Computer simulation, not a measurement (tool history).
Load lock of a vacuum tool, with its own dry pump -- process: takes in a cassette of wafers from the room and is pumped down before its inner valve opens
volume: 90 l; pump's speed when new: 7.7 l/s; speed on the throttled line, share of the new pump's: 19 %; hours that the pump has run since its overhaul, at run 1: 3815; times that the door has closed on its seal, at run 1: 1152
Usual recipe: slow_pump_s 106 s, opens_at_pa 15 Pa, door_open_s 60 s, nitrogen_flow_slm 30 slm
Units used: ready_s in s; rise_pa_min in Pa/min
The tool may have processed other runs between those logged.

| run | hour | slow_pump_s | opens_at_pa | door_open_s | nitrogen_flow_slm | hours that the pump has run since its overhaul | times that the door has closed on its seal | incoming humidity of the room's air, % | ready_s | rise_pa_min |
|---|---|---|---|---|---|---|---|---|---|---|
| 1 | 0 | 106 | 15 | 60 | 30 | 3815 | 1152 | 44.9 | 193 | 0.021 |
| 2 | 78.2 | 106 | 15 | 124 | 30 | 3893 | 1540 | 40.3 | 194.1 | 0.027 |
| 3 | 147.7 | 106 | 15 | 124 | 37 | 3963 | 1885 | 46.8 | 193.4 | 0.026 |
| 4 | 240.9 | 106 | 15 | 124 | 37 | 4056 | 2348 | 42.6 | 194.1 | 0.025 |
| 5 | 319.8 | 106 | 15 | 124 | 37 | 4135 | 2739 | 44.6 | 193.1 | 0.028 |
| 6 | 412.5 | 106 | 24 | 60 | 30 | 4227 | 3200 | 43.2 | 190.4 | 0.022 |
| 7 | 516.8 | 106 | 24 | 60 | 30 | 4332 | 3717 | 46.4 | 188.3 | 0.025 |
| 8 | 597.5 | 106 | 24 | 60 | 30 | 4412 | 4118 | 47.6 | 188 | 0.026 |
| 9 | 676.5 | 106 | 24 | 60 | 30 | 4491 | 4511 | 45.6 | 188.6 | 0.027 |
| 10 | 779.9 | 106 | 15 | 60 | 30 | 4595 | 5024 | 48.7 | 195.8 | 0.027 |
| 11 | 882.1 | 106 | 15 | 60 | 30 | 4697 | 5531 | 40.6 | 194.2 | 0.022 |
| 12 | 945.7 | 98 | 15 | 60 | 30 | 4761 | 5847 | 43.3 | 188.9 | 0.028 |
| 13 | 1029.5 | 98 | 15 | 60 | 30 | 4844 | 6263 | 42.8 | 188.8 | 0.025 |
| 14 | 1102.9 | 98 | 15 | 75 | 4 | 4918 | 6627 | 45.4 | 190.3 | 0.049 |
| 15 | 1163.2 | 98 | 25 | 75 | 17 | 4978 | 6927 | 44.8 | 180.8 | 0.036 |
| 16 | 1229.9 | 98 | 25 | 75 | 17 | 5045 | 7258 | 43 | 182.8 | 0.026 |
| 17 | 1301 | 106 | 10 | 68 | 30 | 5116 | 7611 | 46.6 | 200.8 | 0.034 |
| 18 | 1346.9 | 106 | 15 | 60 | 9 | 5162 | 7839 | 45.9 | 195.2 | 0.044 |
| 19 | 1410 | 175 | 15 | 42 | 9 | 5225 | 8152 | 46 | 249.7 | 0.037 |
| 20 | 1507.7 | 87 | 15 | 30 | 4 | 5323 | 8637 | 45.6 | 179.5 | 0.041 |
| 21 | 1577.5 | 87 | 15 | 30 | 4 | 5393 | 8984 | 45.1 | 180.2 | 0.036 |
| 22 | 1647.9 | 195 | 27 | 60 | 12 | 5463 | 9333 | 43.6 | 257.3 | 0.034 |
| 23 | 1724.8 | 195 | 27 | 159 | 12 | 5540 | 9715 | 44.7 | 256.9 | 0.046 |
| 24 | 1771.8 | 106 | 29 | 192 | 30 | 5587 | 9949 | 44.8 | 188.3 | 0.045 |
| 25 | 1849.7 | 106 | 29 | 192 | 30 | 5665 | 10335 | 43.5 | 188.8 | 0.046 |

Each row is a separate what-if for the run after 25, all from the same tool condition, not one after another. Results?
| A | 1946.2 | 106 | 13 | 64 | 43 | 5761 | 10814 | 44 | ? | ? |
| B | 1946.2 | 106 | 12 | 53 | 36 | 5761 | 10814 | 46.9 | ? | ? |
| C | 1946.2 | 53 | 18 | 60 | 15 | 5761 | 10814 | 45.4 | ? | ? |
| D | 1946.2 | 208 | 11 | 192 | 6 | 5761 | 10814 | 47.6 | ? | ? |

| run | ready_s | rise_pa_min |
|---|---|---|
| A | 201.9 | 0.031 |
| B | 198.4 | 0.026 |
| C | 149.4 | 0.041 |
| D | 282.5 | 0.065 |
Take away the tool's hidden state, keep each run's random variation, and the runs would have read:
| run | ready_s | rise_pa_min |
|---|---|---|
| A | 195.1 | 0.018 |
| B | 191.7 | 0.014 |
| C | 142.4 | 0.028 |
| D | 277.2 | 0.053 |
